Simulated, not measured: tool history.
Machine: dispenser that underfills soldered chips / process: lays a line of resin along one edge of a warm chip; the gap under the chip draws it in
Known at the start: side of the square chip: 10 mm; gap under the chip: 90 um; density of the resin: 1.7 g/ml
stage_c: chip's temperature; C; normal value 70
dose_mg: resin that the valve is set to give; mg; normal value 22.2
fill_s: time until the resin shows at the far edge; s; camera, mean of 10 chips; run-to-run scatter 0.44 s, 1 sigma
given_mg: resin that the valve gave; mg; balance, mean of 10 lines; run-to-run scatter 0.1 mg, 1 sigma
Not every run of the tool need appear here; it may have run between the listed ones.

Run 1, hour 0: usual settings. Result: fill_s 50 s, given_mg 21.4 mg.
Run 2, hour 4.5: usual settings. Result: fill_s 35.6 s, given_mg 21.21 mg.
Run 3, hour 9.3: usual settings. Result: fill_s 44.8 s, given_mg 21.32 mg.
Run 4, hour 11.8: usual settings. Result: fill_s 51.3 s, given_mg 21.44 mg.
Run 5, hour 17.2: usual settings but stage_c 76 C. Result: fill_s 29.7 s, given_mg 21.1 mg.
Run 6, hour 22.4: usual settings but stage_c 77 C. Result: fill_s 36.6 s, given_mg 21.18 mg.
Run 7, hour 27.3: usual settings but stage_c 76 C. Result: fill_s 26.8 s, given_mg 21.14 mg.
Run 8, hour 31.8: usual settings but stage_c 76 C. Result: fill_s 34.2 s, given_mg 21.09 mg.
Run 9, hour 34.1: usual settings but stage_c 62 C. Result: fill_s 70.2 s, given_mg 21.08 mg.
Run 10, hour 39.4: usual settings but stage_c 62 C. Result: fill_s 51.5 s, given_mg 21.25 mg.
Run 11, hour 44: usual settings but stage_c 62 C. Result: fill_s 65.8 s, given_mg 21.08 mg.
Run 12, hour 48.9: usual settings. Result: fill_s 33.2 s, given_mg 21.07 mg.
Run 13, hour 53.2: usual settings but dose_mg 23.1 mg. Result: fill_s 41.6 s, given_mg 21.91 mg.
Run 14, hour 57.5: usual settings but dose_mg 20.7 mg. Result: fill_s 51.7 s, given_mg 19.59 mg.
Run 15, hour 62.4: usual settings but dose_mg 19 mg. Result: fill_s 40.7 s, given_mg 17.83 mg.
Run 16, hour 64.9: usual settings. Result: fill_s 43.6 s, given_mg 20.87 mg.
Run 17, hour 69.6: usual settings. Result: fill_s 54.4 s, given_mg 20.81 mg.
Run 18, hour 73.2: usual settings. Result: fill_s 36.8 s, given_mg 20.67 mg.
Run 19, hour 77.8: usual settings but stage_c 59 C, dose_mg 22.3 mg. Result: fill_s 73 s, given_mg 20.82 mg.
Run 20, hour 80.2: usual settings but stage_c 59 C, dose_mg 22.3 mg. Result: fill_s 83.4 s, given_mg 20.94 mg.
Run 21, hour 86.2: usual settings but stage_c 59 C, dose_mg 22.3 mg. Result: fill_s 59.3 s, given_mg 22.34 mg.
Run 22, hour 90.9: usual settings but stage_c 78 C, dose_mg 24.1 mg. Result: fill_s 33.6 s, given_mg 24.01 mg.
Run 23, hour 95.5: usual settings but stage_c 81 C, dose_mg 28 mg. Result: fill_s 20.4 s, given_mg 28.07 mg.
Run 24, hour 100.4: usual settings but stage_c 62 C, dose_mg 28.2 mg. Result: fill_s 57.2 s, given_mg 27.92 mg.
Run 25, hour 104.4: usual settings but stage_c 57 C, dose_mg 21.6 mg. Result: fill_s 89.3 s, given_mg 21.4 mg.
Run 26, hour 110.1: usual settings but stage_c 67 C, dose_mg 21.5 mg. Result: fill_s 45.8 s, given_mg 21.24 mg.
Run 27, hour 112.6: usual settings but stage_c 57 C, dose_mg 20.9 mg. Result: fill_s 81 s, given_mg 20.66 mg.
Run 28, hour 117.6: usual settings but stage_c 72 C, dose_mg 19.8 mg. Result: fill_s 53.5 s, given_mg 19.51 mg.
Run 29, hour 121.5: usual settings but stage_c 62 C, dose_mg 19.1 mg. Result: fill_s 56.8 s, given_mg 18.84 mg.
Run 30, hour 126.5: usual settings but stage_c 63 C. Result: fill_s 66.1 s, given_mg 21.89 mg.
Run 31, hour 130: usual settings but stage_c 83 C, dose_mg 19.9 mg. Result: fill_s 20.9 s, given_mg 19.58 mg.

Removed from this log: 13 entries logged between the listed runs. Between which two listed runs does each belong, and how does the tool's hidden state at the listed run before it compare with that at the listed run after it?
Logged between run 1 and run 2: new syringe of resin (hour 2.8)
  resin's viscosity, % of fresh resin's: 151.7 -> 108.4; dose that the valve gives, % of what is set: 96.43 -> 96.29; true chip temperature over the reading, C: -0.51 -> -0.53
  measured minus no-state result, fill_s: +18 -> +3.7 s; given_mg: -0.79 -> -0.82 mg
Logged between run 4 and run 5: new syringe of resin (hour 14.3)
  resin's viscosity, % of fresh resin's: 154.5 -> 115; dose that the valve gives, % of what is set: 96.01 -> 95.81; true chip temperature over the reading, C: -0.56 -> -0.58
  measured minus no-state result, fill_s: +19.1 -> +4.6 s; given_mg: -0.89 -> -0.93 mg
Logged between run 6 and run 7: new syringe of resin (hour 25.8)
  resin's viscosity, % of fresh resin's: 147.7 -> 106.5; dose that the valve gives, % of what is set: 95.61 -> 95.44; true chip temperature over the reading, C: -0.6 -> -0.61
  measured minus no-state result, fill_s: +12.7 -> +2.5 s; given_mg: -0.97 -> -1 mg
Logged between run 9 and run 10: new syringe of resin (hour 37.4)
  resin's viscosity, % of fresh resin's: 147.8 -> 110.8; dose that the valve gives, % of what is set: 95.19 -> 95; true chip temperature over the reading, C: -0.64 -> -0.66
  measured minus no-state result, fill_s: +24.6 -> +6.9 s; given_mg: -1.07 -> -1.11 mg
Logged between run 11 and run 12: new syringe of resin (hour 48.8)
  resin's viscosity, % of fresh resin's: 138.5 -> 100.4; dose that the valve gives, % of what is set: 94.84 -> 94.67; true chip temperature over the reading, C: -0.68 -> -0.7
  measured minus no-state result, fill_s: +20.2 -> +1.5 s; given_mg: -1.14 -> -1.19 mg
Logged between run 14 and run 15: new syringe of resin (hour 60.2)
  resin's viscosity, % of fresh resin's: 151.9 -> 113.4; dose that the valve gives, % of what is set: 94.38 -> 94.21; true chip temperature over the reading, C: -0.73 -> -0.75
  measured minus no-state result, fill_s: +19.2 -> +6.7 s; given_mg: -1.16 -> -1.09 mg
Logged between run 17 and run 18: new syringe of resin (hour 71.5)
  resin's viscosity, % of fresh resin's: 160.1 -> 107.8; dose that the valve gives, % of what is set: 93.94 -> 93.82; true chip temperature over the reading, C: -0.78 -> -0.79
  measured minus no-state result, fill_s: +21.8 -> +4.2 s; given_mg: -1.34 -> -1.36 mg
Logged between run 20 and run 21: new syringe of resin (hour 83.1); dispensing valve cleaned and set on the balance (hour 86.2)
  resin's viscosity, % of fresh resin's: 151.1 -> 111.7; dose that the valve gives, % of what is set: 93.58 -> 99.9; true chip temperature over the reading, C: -0.81 -> -0.83
  measured minus no-state result, fill_s: +30.9 -> +8.3 s; given_mg: -1.44 -> -0.02 mg
Logged between run 22 and run 23: new syringe of resin (hour 95.5)
  resin's viscosity, % of fresh resin's: 140.1 -> 99.4; dose that the valve gives, % of what is set: 99.74 -> 99.59; true chip temperature over the reading, C: -0.85 -> -0.87
  measured minus no-state result, fill_s: +10.4 -> +0.6 s; given_mg: -0.07 -> -0.12 mg
Logged between run 25 and run 26: new syringe of resin (hour 106.8)
  resin's viscosity, % of fresh resin's: 153 -> 119.9; dose that the valve gives, % of what is set: 99.25 -> 99.06; true chip temperature over the reading, C: -0.9 -> -0.92
  measured minus no-state result, fill_s: +33.5 -> +9.2 s; given_mg: -0.16 -> -0.2 mg
Logged between run 28 and run 29: new syringe of resin (hour 118.3)
  resin's viscosity, % of fresh resin's: 172.5 -> 115.2; dose that the valve gives, % of what is set: 98.78 -> 98.63; true chip temperature over the reading, C: -0.95 -> -0.96
  measured minus no-state result, fill_s: +23.8 -> +9.7 s; given_mg: -0.24 -> -0.26 mg
Logged between run 30 and run 31: new syringe of resin (hour 129.8)
  resin's viscosity, % of fresh resin's: 146.5 -> 100.7; dose that the valve gives, % of what is set: 98.45 -> 98.34; true chip temperature over the reading, C: -0.98 -> -1
  measured minus no-state result, fill_s: +23 -> +1 s; given_mg: -0.34 -> -0.33 mg

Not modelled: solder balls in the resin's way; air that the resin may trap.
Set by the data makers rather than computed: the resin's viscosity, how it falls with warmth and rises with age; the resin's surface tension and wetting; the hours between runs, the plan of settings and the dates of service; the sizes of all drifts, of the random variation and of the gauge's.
